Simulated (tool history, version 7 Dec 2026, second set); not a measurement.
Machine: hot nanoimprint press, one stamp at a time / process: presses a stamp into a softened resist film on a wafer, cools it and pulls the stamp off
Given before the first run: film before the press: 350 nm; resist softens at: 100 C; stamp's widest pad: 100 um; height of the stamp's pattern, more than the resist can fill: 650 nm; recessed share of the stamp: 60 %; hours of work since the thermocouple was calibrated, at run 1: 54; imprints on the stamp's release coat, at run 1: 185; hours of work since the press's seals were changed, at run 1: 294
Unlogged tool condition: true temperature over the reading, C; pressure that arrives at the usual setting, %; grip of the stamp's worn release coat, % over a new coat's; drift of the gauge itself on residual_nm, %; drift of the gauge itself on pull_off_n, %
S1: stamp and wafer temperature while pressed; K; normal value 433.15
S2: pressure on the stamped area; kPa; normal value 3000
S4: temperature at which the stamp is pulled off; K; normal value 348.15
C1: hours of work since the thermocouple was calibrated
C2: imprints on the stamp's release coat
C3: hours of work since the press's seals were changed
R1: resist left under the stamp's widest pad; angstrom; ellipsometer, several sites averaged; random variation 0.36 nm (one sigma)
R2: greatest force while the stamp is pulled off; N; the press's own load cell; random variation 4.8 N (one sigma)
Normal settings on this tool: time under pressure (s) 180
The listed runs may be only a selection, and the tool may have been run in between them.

run 1 hour=0 | S1=433.15 S2=3000 time_under_pressure_(s)=180 S4=348.15 | C1=54 C2=185 C3=294 | R1=1560 R2=233
run 2 hour=9.1 | S1=433.15 S2=3000 time_under_pressure_(s)=180 S4=344.15 | C1=60 C2=223 C3=300 | R1=1563 R2=244
run 3 hour=18.4 | S1=433.15 S2=3000 time_under_pressure_(s)=180 S4=344.15 | C1=66 C2=262 C3=306 | R1=1567 R2=246
run 4 hour=31 | S1=433.15 S2=3000 time_under_pressure_(s)=231 S4=348.15 | C1=75 C2=314 C3=315 | R1=1432 R2=230
run 5 hour=52.7 | S1=433.15 S2=3000 time_under_pressure_(s)=180 S4=333.15 | C1=90 C2=406 C3=330 | R1=1561 R2=285
run 6 hour=71.3 | S1=433.15 S2=3000 time_under_pressure_(s)=196 S4=348.15 | C1=103 C2=483 C3=343 | R1=1506 R2=232
run 7 hour=85.3 | S1=433.15 S2=3000 time_under_pressure_(s)=180 S4=348.15 | C1=112 C2=542 C3=352 | R1=1564 R2=232
run 8 hour=104.3 | S1=433.15 S2=3000 time_under_pressure_(s)=180 S4=348.15 | C1=125 C2=622 C3=365 | R1=1558 R2=233
run 9 hour=125.2 | S1=433.15 S2=3000 time_under_pressure_(s)=180 S4=348.15 | C1=139 C2=710 C3=380 | R1=1544 R2=235
run 10 hour=141.7 | S1=433.15 S2=3000 time_under_pressure_(s)=180 S4=348.15 | C1=151 C2=779 C3=391 | R1=1557 R2=226
run 11 hour=151.6 | S1=433.15 S2=3000 time_under_pressure_(s)=180 S4=348.15 | C1=158 C2=820 C3=398 | R1=1553 R2=236
run 12 hour=170.1 | S1=433.15 S2=3000 time_under_pressure_(s)=180 S4=348.15 | C1=170 C2=898 C3=410 | R1=1548 R2=232
run 13 hour=188 | S1=433.15 S2=3000 time_under_pressure_(s)=180 S4=348.15 | C1=182 C2=973 C3=423 | R1=1550 R2=240
run 14 hour=205.7 | S1=433.15 S2=3000 time_under_pressure_(s)=111 S4=348.15 | C1=195 C2=1047 C3=435 | R1=1836 R2=232
run 15 hour=225.2 | S1=433.15 S2=3000 time_under_pressure_(s)=180 S4=348.15 | C1=208 C2=1129 C3=448 | R1=1540 R2=241
run 16 hour=239.5 | S1=434.15 S2=3000 time_under_pressure_(s)=253 S4=348.15 | C1=218 C2=1189 C3=458 | R1=1284 R2=232
run 17 hour=257.3 | S1=439.15 S2=2040 time_under_pressure_(s)=180 S4=348.15 | C1=230 C2=1264 C3=470 | R1=1358 R2=234
run 18 hour=278.9 | S1=432.15 S2=2930 time_under_pressure_(s)=173 S4=356.15 | C1=245 C2=1354 C3=485 | R1=1667 R2=209
run 19 hour=296 | S1=432.15 S2=2930 time_under_pressure_(s)=173 S4=337.15 | C1=257 C2=1426 C3=497 | R1=1668 R2=289
-- hour=309.9 plate thermocouple calibrated
run 20 hour=315 | S1=433.15 S2=4030 time_under_pressure_(s)=180 S4=348.15 | C1=3 C2=1493 C3=508 | R1=1328 R2=236
run 21 hour=334.8 | S1=433.15 S2=4030 time_under_pressure_(s)=180 S4=348.15 | C1=17 C2=1576 C3=521 | R1=1327 R2=236
-- hour=348 gauge calibrated
run 22 hour=352.2 | S1=433.15 S2=4030 time_under_pressure_(s)=180 S4=348.15 | C1=29 C2=1649 C3=533 | R1=1354 R2=232
run 23 hour=371 | S1=433.15 S2=4030 time_under_pressure_(s)=180 S4=347.15 | C1=42 C2=1728 C3=546 | R1=1347 R2=237
run 24 hour=388.6 | S1=433.15 S2=4030 time_under_pressure_(s)=180 S4=347.15 | C1=54 C2=1802 C3=558 | R1=1348 R2=247
run 25 hour=405.4 | S1=433.15 S2=4030 time_under_pressure_(s)=180 S4=347.15 | C1=65 C2=1872 C3=569 | R1=1349 R2=236
run 26 hour=423.9 | S1=433.15 S2=4030 time_under_pressure_(s)=180 S4=347.15 | C1=78 C2=1950 C3=582 | R1=1341 R2=230
run 27 hour=436.8 | S1=433.15 S2=4030 time_under_pressure_(s)=180 S4=345.15 | C1=87 C2=2004 C3=591 | R1=1343 R2=251
run 28 hour=457.2 | S1=433.15 S2=2400 time_under_pressure_(s)=180 S4=354.15 | C1=101 C2=2090 C3=605 | R1=1734 R2=223
run 29 hour=471.8 | S1=424.15 S2=3000 time_under_pressure_(s)=211 S4=348.15 | C1=111 C2=2151 C3=615 | R1=2355 R2=239
-- hour=495 stamp cleaned and given a new release coat
run 30 hour=495 | S1=438.15 S2=3340 time_under_pressure_(s)=279 S4=348.15 | C1=123 C2=0 C3=627 | R1=933 R2=232

Pick out some run-to-run changes in R1. Of each, how much would a tool without hidden state show as well, from the settings, what came in and chance, and how much is left for the hidden state and any gauge scatter not in both results compared?
Run 17 -> 18: S1 439.15 -> 432.15, S2 2040 -> 2930, time under pressure (s) 180 -> 173, S4 348.15 -> 356.15. R1 +309 angstrom: hidden state -6, all else +315.
Run 21 -> 22: gauge calibrated. R1 +27 angstrom: hidden state +24, all else +3.
Run 27 -> 28: S2 4030 -> 2400, S4 345.15 -> 354.15. R1 +391 angstrom: hidden state -5, all else +396.
Run 28 -> 29: S1 433.15 -> 424.15, S2 2400 -> 3000, time under pressure (s) 180 -> 211, S4 354.15 -> 348.15. R1 +621 angstrom: hidden state -6, all else +627.
Run 29 -> 30: S1 424.15 -> 438.15, S2 3000 -> 3340, time under pressure (s) 211 -> 279, stamp cleaned and given a new release coat. R1 -1422 angstrom: hidden state +9, all else -1431.
